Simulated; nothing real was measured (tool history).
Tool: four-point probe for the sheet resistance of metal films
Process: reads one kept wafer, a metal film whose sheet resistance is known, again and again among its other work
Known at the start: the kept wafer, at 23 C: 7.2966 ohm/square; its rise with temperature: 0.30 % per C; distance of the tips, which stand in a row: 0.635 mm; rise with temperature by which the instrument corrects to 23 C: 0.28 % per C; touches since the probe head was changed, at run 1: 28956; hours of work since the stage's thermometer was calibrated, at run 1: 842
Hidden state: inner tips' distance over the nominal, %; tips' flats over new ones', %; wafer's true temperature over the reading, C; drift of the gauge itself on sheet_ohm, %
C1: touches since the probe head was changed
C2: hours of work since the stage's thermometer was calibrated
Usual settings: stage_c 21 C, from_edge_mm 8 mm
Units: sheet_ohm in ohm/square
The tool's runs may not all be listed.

run 1 hour=0 | stage_c=21 from_edge_mm=8 | C1=28956 C2=842 | sheet_ohm=7.355759
run 2 hour=20.1 | stage_c=25 from_edge_mm=8 | C1=29785 C2=857 | sheet_ohm=7.36298
run 3 hour=29.8 | stage_c=25 from_edge_mm=5 | C1=30189 C2=865 | sheet_ohm=7.402021
run 4 hour=44.4 | stage_c=25 from_edge_mm=5 | C1=30789 C2=876 | sheet_ohm=7.398755
run 5 hour=54.5 | stage_c=32 from_edge_mm=8 | C1=31207 C2=884 | sheet_ohm=7.371115
run 6 hour=67.3 | stage_c=21 from_edge_mm=8 | C1=31739 C2=894 | sheet_ohm=7.359795
run 7 hour=84.9 | stage_c=21 from_edge_mm=4 | C1=32466 C2=907 | sheet_ohm=7.435888
run 8 hour=99.7 | stage_c=21 from_edge_mm=4 | C1=33076 C2=919 | sheet_ohm=7.429682
run 9 hour=110.1 | stage_c=21 from_edge_mm=8 | C1=33506 C2=927 | sheet_ohm=7.360031
run 10 hour=131.3 | stage_c=35 from_edge_mm=8 | C1=34381 C2=943 | sheet_ohm=7.378723
run 11 hour=144.4 | stage_c=35 from_edge_mm=8 | C1=34924 C2=953 | sheet_ohm=7.377021
run 12 hour=159.3 | stage_c=21 from_edge_mm=61 | C1=35541 C2=965 | sheet_ohm=7.334592
run 13 hour=177 | stage_c=21 from_edge_mm=61 | C1=36270 C2=978 | sheet_ohm=7.333894
run 14 hour=186.5 | stage_c=22 from_edge_mm=61 | C1=36663 C2=986 | sheet_ohm=7.338005
run 15 hour=198.5 | stage_c=22 from_edge_mm=61 | C1=37161 C2=995 | sheet_ohm=7.338297
run 16 hour=215.3 | stage_c=22 from_edge_mm=8 | C1=37853 C2=1008 | sheet_ohm=7.366108
run 17 hour=236.2 | stage_c=24 from_edge_mm=8 | C1=38716 C2=1024 | sheet_ohm=7.363195
run 18 hour=257.6 | stage_c=21 from_edge_mm=8 | C1=39602 C2=1041 | sheet_ohm=7.362083
run 19 hour=274.2 | stage_c=21 from_edge_mm=8 | C1=40287 C2=1053 | sheet_ohm=7.360148
run 20 hour=294.1 | stage_c=19 from_edge_mm=8 | C1=41109 C2=1069 | sheet_ohm=7.360717
run 21 hour=309.7 | stage_c=25 from_edge_mm=8 | C1=41755 C2=1081 | sheet_ohm=7.368376
run 22 hour=321.2 | stage_c=25 from_edge_mm=8 | C1=42231 C2=1090 | sheet_ohm=7.367725
run 23 hour=339.5 | stage_c=25 from_edge_mm=25 | C1=42987 C2=1104 | sheet_ohm=7.346517
run 24 hour=348.8 | stage_c=31 from_edge_mm=8 | C1=43373 C2=1111 | sheet_ohm=7.376903
run 25 hour=360.1 | stage_c=31 from_edge_mm=8 | C1=43839 C2=1120 | sheet_ohm=7.376299
run 26 hour=376.7 | stage_c=21 from_edge_mm=3 | C1=44524 C2=1132 | sheet_ohm=7.512298
run 27 hour=385.8 | stage_c=20 from_edge_mm=41 | C1=44900 C2=1139 | sheet_ohm=7.337677
run 28 hour=399.2 | stage_c=20 from_edge_mm=41 | C1=45454 C2=1150 | sheet_ohm=7.340112
run 29 hour=414.1 | stage_c=24 from_edge_mm=6 | C1=46069 C2=1161 | sheet_ohm=7.385572
run 30 hour=432.2 | stage_c=28 from_edge_mm=21 | C1=46819 C2=1175 | sheet_ohm=7.352881
run 31 hour=451.7 | stage_c=24 from_edge_mm=30 | C1=47623 C2=1190 | sheet_ohm=7.348104
run 32 hour=468.7 | stage_c=19 from_edge_mm=8 | C1=48329 C2=1204 | sheet_ohm=7.360854
run 33 hour=484.5 | stage_c=23 from_edge_mm=70 | C1=48981 C2=1216 | sheet_ohm=7.341201
-- hour=492.4 stage's thermometer calibrated
run 34 hour=504.9 | stage_c=23 from_edge_mm=70 | C1=49801 C2=10 | sheet_ohm=7.353846
run 35 hour=519.2 | stage_c=27 from_edge_mm=26 | C1=50395 C2=21 | sheet_ohm=7.362472
run 36 hour=535.5 | stage_c=33 from_edge_mm=30 | C1=51069 C2=33 | sheet_ohm=7.368064
run 37 hour=555.4 | stage_c=20 from_edge_mm=29 | C1=51891 C2=49 | sheet_ohm=7.351124
run 38 hour=565.4 | stage_c=20 from_edge_mm=37 | C1=52301 C2=56 | sheet_ohm=7.352102
run 39 hour=587.6 | stage_c=20 from_edge_mm=37 | C1=53219 C2=73 | sheet_ohm=7.353699
run 40 hour=606.4 | stage_c=24 from_edge_mm=37 | C1=53997 C2=88 | sheet_ohm=7.358393
run 41 hour=628 | stage_c=28 from_edge_mm=16 | C1=54890 C2=105 | sheet_ohm=7.369336

Measured less the same run without the tool's hidden state. The same run-to-run variation is in both; the gauge's scatter may not be:
run=1 sheet_ohm=+0.0381
run=2 sheet_ohm=+0.038594
run=3 sheet_ohm=+0.038962
run=4 sheet_ohm=+0.039204
run=5 sheet_ohm=+0.039408
run=6 sheet_ohm=+0.039388
run=7 sheet_ohm=+0.040099
run=8 sheet_ohm=+0.040337
run=9 sheet_ohm=+0.040223
run=10 sheet_ohm=+0.041002
run=11 sheet_ohm=+0.041244
run=12 sheet_ohm=+0.041007
run=13 sheet_ohm=+0.04133
run=14 sheet_ohm=+0.041583
run=15 sheet_ohm=+0.041811
run=16 sheet_ohm=+0.042316
run=17 sheet_ohm=+0.042742
run=18 sheet_ohm=+0.043115
run=19 sheet_ohm=+0.043418
run=20 sheet_ohm=+0.043754
run=21 sheet_ohm=+0.044172
run=22 sheet_ohm=+0.044387
run=23 sheet_ohm=+0.04461
run=24 sheet_ohm=+0.045071
run=25 sheet_ohm=+0.045277
run=26 sheet_ohm=+0.04612
run=27 sheet_ohm=+0.045287
run=28 sheet_ohm=+0.045556
run=29 sheet_ohm=+0.046223
run=30 sheet_ohm=+0.046463
run=31 sheet_ohm=+0.046716
run=32 sheet_ohm=+0.047002
run=33 sheet_ohm=+0.04729
run=34 sheet_ohm=+0.057204
run=35 sheet_ohm=+0.057502
run=36 sheet_ohm=+0.057842
run=37 sheet_ohm=+0.058072
run=38 sheet_ohm=+0.058256
run=39 sheet_ohm=+0.05865
run=40 sheet_ohm=+0.059034
run=41 sheet_ohm=+0.059543

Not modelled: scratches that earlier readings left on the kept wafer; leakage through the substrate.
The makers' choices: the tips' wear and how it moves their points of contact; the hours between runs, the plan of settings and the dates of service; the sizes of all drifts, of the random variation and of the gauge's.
